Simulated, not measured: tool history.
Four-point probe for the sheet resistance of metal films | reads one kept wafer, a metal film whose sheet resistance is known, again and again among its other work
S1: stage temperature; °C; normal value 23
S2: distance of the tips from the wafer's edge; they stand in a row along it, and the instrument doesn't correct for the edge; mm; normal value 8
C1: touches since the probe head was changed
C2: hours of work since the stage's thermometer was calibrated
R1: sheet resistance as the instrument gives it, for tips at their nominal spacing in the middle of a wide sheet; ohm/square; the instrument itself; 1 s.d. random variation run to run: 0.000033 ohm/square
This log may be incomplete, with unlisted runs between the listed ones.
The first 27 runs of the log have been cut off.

| run | hour | S1 | S2 | C1 | C2 | R1 |
|---|---|---|---|---|---|---|
| 28 | 1965.9 | 21 | 3 | 37825 | 232 | 0.180935 |
| 29 | 2034.3 | 30 | 4 | 38688 | 266 | 0.174654 |
| 30 | 2123.9 | 30 | 4 | 39818 | 311 | 0.174673 |
| 31 | 2176.7 | 27 | 7 | 40484 | 337 | 0.169168 |
| 32 | 2274.1 | 24 | 6 | 41711 | 386 | 0.170344 |
| 33 | 2357.3 | 31 | 65 | 42760 | 427 | 0.166176 |
| 34 | 2431.5 | 30 | 16 | 43696 | 464 | 0.166734 |
| 35 | 2507.2 | 27 | 7 | 44650 | 502 | 0.169245 |
| 36 | 2565.5 | 33 | 47 | 45385 | 531 | 0.166237 |
| 37 | 2661.0 | 23 | 9 | 46589 | 578 | 0.168205 |
| 38 | 2725.1 | 21 | 38 | 47398 | 610 | 0.166716 |
| 39 | 2771.9 | 19 | 6 | 47987 | 633 | 0.170637 |
| 40 | 2860.8 | 19 | 6 | 49108 | 677 | 0.170672 |
| 41 | 2915.6 | 19 | 6 | 49799 | 705 | 0.170641 |
| 42 | 2962.8 | 32 | 30 | 50394 | 728 | 0.166367 |
| 43 | 3030.0 | 32 | 30 | 51241 | 762 | 0.166495 |
| 44 | 3108.8 | 31 | 61 | 52235 | 801 | 0.166367 |

Below are 4 alternative next runs, each starting from the tool's condition after run 44. Predict each:
| A | 3199.6 | 19 | 3 | 53380 | 846 | ? |
| B | 3199.6 | 28 | 8 | 53380 | 846 | ? |
| C | 3199.6 | 25 | 48 | 53380 | 846 | ? |
| D | 3199.6 | 32 | 8 | 53380 | 846 | ? |

| run | R1 |
|---|---|
| A | 0.181315 |
| B | 0.168740 |
| C | 0.166673 |
| D | 0.168543 |
Had the tool no hidden state, the same runs would have come out as:
| run | R1 |
|---|---|
| A | 0.179640 |
| B | 0.167176 |
| C | 0.165126 |
| D | 0.166983 |
